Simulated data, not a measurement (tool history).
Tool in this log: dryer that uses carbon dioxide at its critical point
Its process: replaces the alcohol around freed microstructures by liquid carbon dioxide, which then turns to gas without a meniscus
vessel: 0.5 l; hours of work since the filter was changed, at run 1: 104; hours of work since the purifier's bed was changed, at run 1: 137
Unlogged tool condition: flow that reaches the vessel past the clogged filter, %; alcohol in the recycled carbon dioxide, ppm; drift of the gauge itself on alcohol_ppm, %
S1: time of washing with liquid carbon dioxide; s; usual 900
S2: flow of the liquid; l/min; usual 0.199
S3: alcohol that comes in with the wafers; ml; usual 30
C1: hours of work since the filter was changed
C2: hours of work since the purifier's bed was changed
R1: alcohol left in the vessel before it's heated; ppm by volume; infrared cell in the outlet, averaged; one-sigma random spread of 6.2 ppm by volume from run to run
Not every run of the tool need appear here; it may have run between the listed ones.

run,hour,S1,S2,S3,C1,C2,R1
1,0,900,0.199,30,104,137,429
2,16.8,900,0.199,30,114,147,469
3,34.3,1080,0.199,30,125,158,201
4,49.8,900,0.176,30,134,167,826
5,77.8,900,0.176,30,151,184,895
6,99.1,900,0.176,28,163,196,881
7,126.8,900,0.176,28,180,213,918
8,143.6,900,0.176,101,190,223,3160
# hour 159.1: inlet filter changed
9,172.7,1200,0.199,30,8,240,135
10,195.6,1200,0.199,21,22,253,126
11,219.2,900,0.199,45,36,267,523
12,246.1,900,0.199,30,52,284,382
13,270.6,900,0.199,30,66,298,424
14,299.3,900,0.199,30,84,315,456
15,322.1,900,0.232,30,97,329,272
16,344,840,0.199,30,110,342,654
17,362.3,660,0.199,30,121,353,1632
18,387.8,840,0.199,30,136,368,702
19,404.9,900,0.2,30,147,378,570
20,427.5,900,0.2,30,160,392,596
21,454.2,900,0.2,30,176,408,624
22,472.3,900,0.199,30,187,418,669
# hour 492.9: inlet filter changed
23,498.3,900,0.199,30,3,433,428
24,518.1,900,0.199,30,15,445,429
25,536.6,900,0.199,30,26,456,437
26,549.3,660,0.181,41,34,464,2463
27,565,660,0.181,41,43,473,2581
28,593.7,660,0.181,41,60,490,2670
29,619,960,0.288,30,75,505,205
30,633.7,900,0.199,39,84,514,633
31,655.3,720,0.199,26,97,527,1110
32,676.8,660,0.185,110,110,540,7230
33,693.1,660,0.185,110,119,549,7459
34,717.5,660,0.185,110,134,564,7687
35,739.7,900,0.182,30,147,577,861
36,763.1,900,0.182,30,161,591,968
# hour 782: purifier's bed changed
37,789.2,1380,0.2,73,175,4,96
38,801.2,900,0.2,73,182,11,1228
39,814.8,660,0.175,57,190,20,5504
# hour 830.7: inlet filter changed
40,838.2,1140,0.199,73,4,33,168
41,853.3,720,0.199,73,13,42,1880
42,870.8,1320,0.31,30,24,52,26
43,891.2,900,0.278,28,36,64,62
44,907.9,900,0.278,28,46,74,68
45,920.8,900,0.278,28,54,82,71
46,938.6,900,0.278,28,64,93,61
47,964.4,900,0.278,28,80,108,90

For each run, the measured value with the value that run would have given without the tool's hidden condition subtracted. The run-to-run variation is shared by both, the gauge scatter possibly not:
run,R1
1,+176
2,+201
3,+119
4,+346
5,+409
6,+423
7,+478
8,+1583
9,+86
10,+92
11,+155
12,+152
13,+182
14,+209
15,+170
16,+300
17,+575
18,+358
19,+326
20,+354
21,+388
22,+415
23,+165
24,+177
25,+192
26,+378
27,+453
28,+563
29,+188
30,+314
31,+442
32,+2053
33,+2258
34,+2518
35,+473
36,+551
37,+60
38,+642
39,+2144
40,+20
41,+129
42,+19
43,+30
44,+36
45,+39
46,+45
47,+55
